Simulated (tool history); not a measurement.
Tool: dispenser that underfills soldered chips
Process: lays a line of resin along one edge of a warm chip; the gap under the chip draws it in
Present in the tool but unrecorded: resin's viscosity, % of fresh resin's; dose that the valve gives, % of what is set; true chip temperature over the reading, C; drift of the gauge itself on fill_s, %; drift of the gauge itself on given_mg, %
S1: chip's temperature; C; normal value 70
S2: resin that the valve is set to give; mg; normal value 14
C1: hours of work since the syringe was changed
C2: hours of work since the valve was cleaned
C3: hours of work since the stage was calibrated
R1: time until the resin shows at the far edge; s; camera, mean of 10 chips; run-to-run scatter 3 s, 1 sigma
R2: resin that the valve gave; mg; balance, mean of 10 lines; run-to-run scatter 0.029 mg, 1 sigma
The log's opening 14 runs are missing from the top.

run 15 day=2.012 | S1=70 S2=15.9 | C1=7 C2=13 C3=79 | R1=403.3 R2=15.87
-- day=2.196 new syringe of resin
run 16 day=2.208 | S1=70 S2=15.9 | C1=0 C2=16 C3=82 | R1=304 R2=15.81
run 17 day=2.312 | S1=70 S2=15.9 | C1=2 C2=18 C3=83 | R1=325.2 R2=15.74
run 18 day=2.438 | S1=74 S2=15.3 | C1=4 C2=20 C3=85 | R1=313 R2=15.21
run 19 day=2.604 | S1=63 S2=15.3 | C1=7 C2=23 C3=88 | R1=483.4 R2=15.12
run 20 day=2.692 | S1=61 S2=18 | C1=8 C2=24 C3=90 | R1=552.8 R2=17.8
-- day=2.817 new syringe of resin
run 21 day=2.867 | S1=56 S2=14 | C1=1 C2=27 C3=92 | R1=496.4 R2=13.84
run 22 day=3.038 | S1=56 S2=14 | C1=4 C2=30 C3=95 | R1=553.5 R2=13.87
run 23 day=3.225 | S1=74 S2=17.2 | C1=7 C2=33 C3=98 | R1=352.6 R2=17.02
run 24 day=3.308 | S1=74 S2=15.6 | C1=8 C2=34 C3=99 | R1=371.7 R2=15.4
-- day=3.442 new syringe of resin
run 25 day=3.508 | S1=69 S2=17.6 | C1=1 C2=37 C3=103 | R1=334.9 R2=17.35
run 26 day=3.654 | S1=69 S2=17.6 | C1=4 C2=40 C3=105 | R1=365.6 R2=17.28
run 27 day=3.821 | S1=60 S2=17.9 | C1=6 C2=42 C3=108 | R1=541.9 R2=17.68
run 28 day=3.925 | S1=60 S2=17.9 | C1=8 C2=44 C3=109 | R1=585.6 R2=17.58
-- day=4.071 new syringe of resin
run 29 day=4.112 | S1=67 S2=15.1 | C1=1 C2=47 C3=112 | R1=348.9 R2=14.85

Run 30, settings as shown, results not yet in. Your forecast:
run 30 day=4.2 | S1=67 S2=15.1 | C1=2 C2=48 C3=114 | R1=? R2=?

{"run 30": {"R1": 365.5, "R2": 14.88}}
Minus the tool's unlogged condition, the same run would have read R1 324.4 s, R2 15.14 mg.
